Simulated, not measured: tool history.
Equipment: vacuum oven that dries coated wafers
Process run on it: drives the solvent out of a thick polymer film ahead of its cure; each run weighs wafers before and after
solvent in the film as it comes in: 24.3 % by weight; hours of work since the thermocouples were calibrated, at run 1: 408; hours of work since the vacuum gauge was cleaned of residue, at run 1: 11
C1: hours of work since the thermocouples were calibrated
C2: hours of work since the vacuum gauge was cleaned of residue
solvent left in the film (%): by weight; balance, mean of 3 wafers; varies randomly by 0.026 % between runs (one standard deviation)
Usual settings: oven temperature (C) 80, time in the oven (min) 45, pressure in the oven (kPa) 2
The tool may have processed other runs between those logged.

run 1 hour=0 | oven_temperature_(C)=80 time_in_the_oven_(min)=45 pressure_in_the_oven_(kPa)=2 | C1=408 C2=11 | solvent_left_in_the_film_(%)=4.45
run 2 hour=43.1 | oven_temperature_(C)=80 time_in_the_oven_(min)=45 pressure_in_the_oven_(kPa)=2 | C1=429 C2=32 | solvent_left_in_the_film_(%)=4.42
run 3 hour=63.3 | oven_temperature_(C)=80 time_in_the_oven_(min)=45 pressure_in_the_oven_(kPa)=2 | C1=439 C2=42 | solvent_left_in_the_film_(%)=4.48
run 4 hour=81.9 | oven_temperature_(C)=80 time_in_the_oven_(min)=45 pressure_in_the_oven_(kPa)=2 | C1=449 C2=51 | solvent_left_in_the_film_(%)=4.45
run 5 hour=115.8 | oven_temperature_(C)=80 time_in_the_oven_(min)=45 pressure_in_the_oven_(kPa)=2 | C1=465 C2=68 | solvent_left_in_the_film_(%)=4.47
run 6 hour=161.2 | oven_temperature_(C)=80 time_in_the_oven_(min)=45 pressure_in_the_oven_(kPa)=2 | C1=488 C2=91 | solvent_left_in_the_film_(%)=4.44
run 7 hour=186.3 | oven_temperature_(C)=80 time_in_the_oven_(min)=45 pressure_in_the_oven_(kPa)=2 | C1=500 C2=103 | solvent_left_in_the_film_(%)=4.46
run 8 hour=227.7 | oven_temperature_(C)=80 time_in_the_oven_(min)=45 pressure_in_the_oven_(kPa)=2 | C1=521 C2=124 | solvent_left_in_the_film_(%)=4.5
run 9 hour=270.5 | oven_temperature_(C)=80 time_in_the_oven_(min)=45 pressure_in_the_oven_(kPa)=2 | C1=542 C2=145 | solvent_left_in_the_film_(%)=4.48
run 10 hour=304.6 | oven_temperature_(C)=80 time_in_the_oven_(min)=45 pressure_in_the_oven_(kPa)=2 | C1=559 C2=162 | solvent_left_in_the_film_(%)=4.43
run 11 hour=339.6 | oven_temperature_(C)=80 time_in_the_oven_(min)=45 pressure_in_the_oven_(kPa)=2 | C1=576 C2=179 | solvent_left_in_the_film_(%)=4.4
run 12 hour=367.3 | oven_temperature_(C)=80 time_in_the_oven_(min)=45 pressure_in_the_oven_(kPa)=2 | C1=590 C2=193 | solvent_left_in_the_film_(%)=4.43
run 13 hour=402.7 | oven_temperature_(C)=80 time_in_the_oven_(min)=45 pressure_in_the_oven_(kPa)=2 | C1=608 C2=210 | solvent_left_in_the_film_(%)=4.4
run 14 hour=443.8 | oven_temperature_(C)=80 time_in_the_oven_(min)=45 pressure_in_the_oven_(kPa)=2 | C1=628 C2=231 | solvent_left_in_the_film_(%)=4.42
run 15 hour=465 | oven_temperature_(C)=80 time_in_the_oven_(min)=45 pressure_in_the_oven_(kPa)=2 | C1=638 C2=241 | solvent_left_in_the_film_(%)=4.45
run 16 hour=488.1 | oven_temperature_(C)=80 time_in_the_oven_(min)=45 pressure_in_the_oven_(kPa)=2 | C1=650 C2=253 | solvent_left_in_the_film_(%)=4.44
run 17 hour=511.7 | oven_temperature_(C)=80 time_in_the_oven_(min)=45 pressure_in_the_oven_(kPa)=3.39 | C1=662 C2=264 | solvent_left_in_the_film_(%)=4.87
run 18 hour=531.7 | oven_temperature_(C)=80 time_in_the_oven_(min)=45 pressure_in_the_oven_(kPa)=3.39 | C1=671 C2=274 | solvent_left_in_the_film_(%)=4.91
run 19 hour=555.3 | oven_temperature_(C)=80 time_in_the_oven_(min)=45 pressure_in_the_oven_(kPa)=2.53 | C1=683 C2=286 | solvent_left_in_the_film_(%)=4.58
run 20 hour=597.2 | oven_temperature_(C)=80 time_in_the_oven_(min)=45 pressure_in_the_oven_(kPa)=2.53 | C1=704 C2=307 | solvent_left_in_the_film_(%)=4.61
run 21 hour=626.4 | oven_temperature_(C)=80 time_in_the_oven_(min)=45 pressure_in_the_oven_(kPa)=2 | C1=718 C2=321 | solvent_left_in_the_film_(%)=4.43
run 22 hour=648.2 | oven_temperature_(C)=80 time_in_the_oven_(min)=45 pressure_in_the_oven_(kPa)=2 | C1=729 C2=332 | solvent_left_in_the_film_(%)=4.48
run 23 hour=678.8 | oven_temperature_(C)=80 time_in_the_oven_(min)=45 pressure_in_the_oven_(kPa)=2 | C1=744 C2=347 | solvent_left_in_the_film_(%)=4.47
run 24 hour=720.6 | oven_temperature_(C)=80 time_in_the_oven_(min)=45 pressure_in_the_oven_(kPa)=2 | C1=765 C2=368 | solvent_left_in_the_film_(%)=4.44
run 25 hour=740.9 | oven_temperature_(C)=80 time_in_the_oven_(min)=45 pressure_in_the_oven_(kPa)=2 | C1=775 C2=378 | solvent_left_in_the_film_(%)=4.44
run 26 hour=777.8 | oven_temperature_(C)=80 time_in_the_oven_(min)=45 pressure_in_the_oven_(kPa)=2 | C1=793 C2=396 | solvent_left_in_the_film_(%)=4.41
run 27 hour=817.2 | oven_temperature_(C)=93 time_in_the_oven_(min)=37 pressure_in_the_oven_(kPa)=2 | C1=813 C2=416 | solvent_left_in_the_film_(%)=2.32
run 28 hour=850.7 | oven_temperature_(C)=74 time_in_the_oven_(min)=34 pressure_in_the_oven_(kPa)=2.87 | C1=830 C2=432 | solvent_left_in_the_film_(%)=8.49
run 29 hour=889.9 | oven_temperature_(C)=74 time_in_the_oven_(min)=34 pressure_in_the_oven_(kPa)=2.87 | C1=849 C2=452 | solvent_left_in_the_film_(%)=8.52
run 30 hour=926.6 | oven_temperature_(C)=76 time_in_the_oven_(min)=50 pressure_in_the_oven_(kPa)=7.03 | C1=867 C2=470 | solvent_left_in_the_film_(%)=6.77
run 31 hour=955.1 | oven_temperature_(C)=76 time_in_the_oven_(min)=50 pressure_in_the_oven_(kPa)=7.03 | C1=881 C2=484 | solvent_left_in_the_film_(%)=6.85
-- hour=961.3 oven's thermocouples calibrated
run 32 hour=985.3 | oven_temperature_(C)=80 time_in_the_oven_(min)=62 pressure_in_the_oven_(kPa)=6.61 | C1=12 C2=498 | solvent_left_in_the_film_(%)=4.34
run 33 hour=1019 | oven_temperature_(C)=80 time_in_the_oven_(min)=62 pressure_in_the_oven_(kPa)=6.61 | C1=29 C2=515 | solvent_left_in_the_film_(%)=4.31
run 34 hour=1057.6 | oven_temperature_(C)=80 time_in_the_oven_(min)=62 pressure_in_the_oven_(kPa)=6.61 | C1=48 C2=534 | solvent_left_in_the_film_(%)=4.32
run 35 hour=1091.3 | oven_temperature_(C)=80 time_in_the_oven_(min)=62 pressure_in_the_oven_(kPa)=6.61 | C1=64 C2=550 | solvent_left_in_the_film_(%)=4.25
run 36 hour=1115.1 | oven_temperature_(C)=66 time_in_the_oven_(min)=74 pressure_in_the_oven_(kPa)=2 | C1=76 C2=562 | solvent_left_in_the_film_(%)=5.72
-- hour=1139.2 oven's thermocouples calibrated, once more
run 37 hour=1141.4 | oven_temperature_(C)=66 time_in_the_oven_(min)=74 pressure_in_the_oven_(kPa)=2 | C1=1 C2=574 | solvent_left_in_the_film_(%)=5.94
run 38 hour=1178.4 | oven_temperature_(C)=85 time_in_the_oven_(min)=71 pressure_in_the_oven_(kPa)=1.78 | C1=19 C2=593 | solvent_left_in_the_film_(%)=1.43
run 39 hour=1213.8 | oven_temperature_(C)=67 time_in_the_oven_(min)=45 pressure_in_the_oven_(kPa)=5.3 | C1=37 C2=610 | solvent_left_in_the_film_(%)=10.29
run 40 hour=1239.1 | oven_temperature_(C)=67 time_in_the_oven_(min)=45 pressure_in_the_oven_(kPa)=5.3 | C1=49 C2=623 | solvent_left_in_the_film_(%)=10.23
run 41 hour=1264.8 | oven_temperature_(C)=67 time_in_the_oven_(min)=45 pressure_in_the_oven_(kPa)=5.3 | C1=62 C2=635 | solvent_left_in_the_film_(%)=10.29
run 42 hour=1300.8 | oven_temperature_(C)=94 time_in_the_oven_(min)=45 pressure_in_the_oven_(kPa)=5.3 | C1=80 C2=653 | solvent_left_in_the_film_(%)=2.19
run 43 hour=1343.8 | oven_temperature_(C)=68 time_in_the_oven_(min)=45 pressure_in_the_oven_(kPa)=2 | C1=101 C2=675 | solvent_left_in_the_film_(%)=8.56
run 44 hour=1372.4 | oven_temperature_(C)=68 time_in_the_oven_(min)=45 pressure_in_the_oven_(kPa)=2 | C1=116 C2=689 | solvent_left_in_the_film_(%)=8.47
run 45 hour=1413.6 | oven_temperature_(C)=68 time_in_the_oven_(min)=45 pressure_in_the_oven_(kPa)=2 | C1=136 C2=709 | solvent_left_in_the_film_(%)=8.45
run 46 hour=1441.1 | oven_temperature_(C)=68 time_in_the_oven_(min)=45 pressure_in_the_oven_(kPa)=2 | C1=150 C2=723 | solvent_left_in_the_film_(%)=8.42

Difference, measured minus no-hidden-state, one row per run. Run-to-run variation is common to both terms; the gauge's own scatter need not be:
The tool's hidden condition here consists of: true wafer temperature over the reading, C; true pressure over the reading, kPa; drift of the gauge itself on solvent_pct, %.
run=1 solvent_left_in_the_film_(%)=+0.03
run=2 solvent_left_in_the_film_(%)=+0.03
run=3 solvent_left_in_the_film_(%)=+0.04
run=4 solvent_left_in_the_film_(%)=+0.03
run=5 solvent_left_in_the_film_(%)=+0.03
run=6 solvent_left_in_the_film_(%)=+0.02
run=7 solvent_left_in_the_film_(%)=+0.03
run=8 solvent_left_in_the_film_(%)=+0.03
run=9 solvent_left_in_the_film_(%)=+0.03
run=10 solvent_left_in_the_film_(%)=+0.03
run=11 solvent_left_in_the_film_(%)=+0.02
run=12 solvent_left_in_the_film_(%)=+0.02
run=13 solvent_left_in_the_film_(%)=+0.02
run=14 solvent_left_in_the_film_(%)=+0.02
run=15 solvent_left_in_the_film_(%)=+0.01
run=16 solvent_left_in_the_film_(%)=+0.02
run=17 solvent_left_in_the_film_(%)=+0.01
run=18 solvent_left_in_the_film_(%)=+0.01
run=19 solvent_left_in_the_film_(%)=+0.01
run=20 solvent_left_in_the_film_(%)=+0.02
run=21 solvent_left_in_the_film_(%)=+0.01
run=22 solvent_left_in_the_film_(%)=+0.01
run=23 solvent_left_in_the_film_(%)=+0.01
run=24 solvent_left_in_the_film_(%)=+0.01
run=25 solvent_left_in_the_film_(%)=+0.01
run=26 solvent_left_in_the_film_(%)=+0.01
run=27 solvent_left_in_the_film_(%)=+0
run=28 solvent_left_in_the_film_(%)=+0
run=29 solvent_left_in_the_film_(%)=-0.01
run=30 solvent_left_in_the_film_(%)=+0
run=31 solvent_left_in_the_film_(%)=-0.01
run=32 solvent_left_in_the_film_(%)=-0.02
run=33 solvent_left_in_the_film_(%)=-0.02
run=34 solvent_left_in_the_film_(%)=-0.02
run=35 solvent_left_in_the_film_(%)=-0.03
run=36 solvent_left_in_the_film_(%)=+0
run=37 solvent_left_in_the_film_(%)=+0.17
run=38 solvent_left_in_the_film_(%)=+0.09
run=39 solvent_left_in_the_film_(%)=+0.13
run=40 solvent_left_in_the_film_(%)=+0.13
run=41 solvent_left_in_the_film_(%)=+0.13
run=42 solvent_left_in_the_film_(%)=+0.06
run=43 solvent_left_in_the_film_(%)=+0.13
run=44 solvent_left_in_the_film_(%)=+0.12
run=45 solvent_left_in_the_film_(%)=+0.12
run=46 solvent_left_in_the_film_(%)=+0.12
